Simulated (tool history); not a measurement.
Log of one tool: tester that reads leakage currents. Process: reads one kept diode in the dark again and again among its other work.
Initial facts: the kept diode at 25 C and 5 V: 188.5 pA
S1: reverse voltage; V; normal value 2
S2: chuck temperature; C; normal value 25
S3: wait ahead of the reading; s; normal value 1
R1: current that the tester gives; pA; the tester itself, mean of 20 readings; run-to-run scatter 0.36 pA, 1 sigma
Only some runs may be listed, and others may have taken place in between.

| run | hour | S1 | S2 | S3 | R1 |
|---|---|---|---|---|---|
| 1 | 0 | 2 | 25 | 1 | 132.75 |
| 2 | 32.9 | 2 | 25 | 1 | 131.93 |
| 3 | 109.7 | 2 | 25 | 1 | 133.01 |
| 4 | 186 | 2 | 25 | 1 | 133.83 |
| 5 | 222.1 | 2 | 25 | 1 | 134.87 |
| 6 | 299.4 | 2 | 25 | 1 | 135.21 |
| 7 | 364.4 | 2 | 25 | 1 | 136.69 |
| 8 | 438.4 | 2 | 25 | 1 | 137.43 |
| 9 | 480.7 | 2 | 25 | 1 | 137.41 |
|  | 534 | probe card cleaned and baked |
| 10 | 536.4 | 2 | 25 | 1 | 135.56 |
| 11 | 611.4 | 2 | 25 | 1 | 136.37 |
| 12 | 659.8 | 2 | 25 | 1 | 137.93 |
| 13 | 726.4 | 2 | 25 | 1 | 138.73 |
| 14 | 779.5 | 2 | 25 | 1 | 138.98 |
| 15 | 819.2 | 2 | 25 | 1 | 139.97 |
| 16 | 878.5 | 2 | 25 | 1 | 140.96 |
|  | 929.7 | chuck's temperature calibrated |
| 17 | 944.6 | 2 | 25 | 1 | 144.13 |
| 18 | 1015.4 | 17.39 | 25 | 1 | 453.98 |
| 19 | 1075.6 | 3.02 | 25 | 1 | 181.18 |
| 20 | 1127.3 | 3.02 | 25 | 1 | 180.94 |
|  | 1165.2 | chuck's temperature calibrated, once more |
| 21 | 1183.1 | 19.58 | 56 | 5.91 | 3774 |
| 22 | 1240.5 | 19.58 | 56 | 5.91 | 3782.28 |
| 23 | 1276 | 6.97 | 56 | 8.67 | 2223.97 |
| 24 | 1344.1 | 5.12 | 31 | 4.35 | 316.59 |
| 25 | 1398.2 | 5.12 | 31 | 4.35 | 320.31 |
| 26 | 1445.4 | 5.12 | 31 | 4.35 | 320.18 |
| 27 | 1511.7 | 2 | 25 | 0.56 | 123.56 |
| 28 | 1577.7 | 1.44 | 25 | 1 | 104.25 |
| 29 | 1628.8 | 1.44 | 25 | 1 | 104.87 |
| 30 | 1688.4 | 1.44 | 24 | 1 | 97.16 |
| 31 | 1757.9 | 1.44 | 24 | 1 | 97.9 |
| 32 | 1819.8 | 1.44 | 24 | 1 | 98.12 |
| 33 | 1895.2 | 3.51 | 24 | 3.51 | 158.12 |
| 34 | 1970.1 | 1.11 | 39 | 6.33 | 273.47 |
| 35 | 2007.2 | 3.08 | 25 | 9.05 | 160.76 |
| 36 | 2078.6 | 1.69 | 37 | 5.2 | 296.82 |
| 37 | 2137 | 19.55 | 30 | 3.76 | 643.51 |
| 38 | 2175.5 | 19.55 | 30 | 0.74 | 652.3 |
| 39 | 2213.2 | 19.55 | 30 | 0.74 | 655.68 |
| 40 | 2272.9 | 19.55 | 30 | 0.74 | 654.57 |

Here are 3 independent what-if runs from the current tool condition. What would each one return?
| A | 2322.5 | 3.61 | 22 | 0.74 | ? |
| B | 2322.5 | 4.28 | 30 | 0.74 | ? |
| C | 2322.5 | 19.55 | 30 | 3.18 | ? |

| run | R1 |
|---|---|
| A | 143.17 |
| B | 293.39 |
| C | 657.97 |
Stripped of hidden state, with their random variation kept, the same runs would have yielded:
| run | R1 |
|---|---|
| A | 125.12 |
| B | 259.92 |
| C | 575.39 |
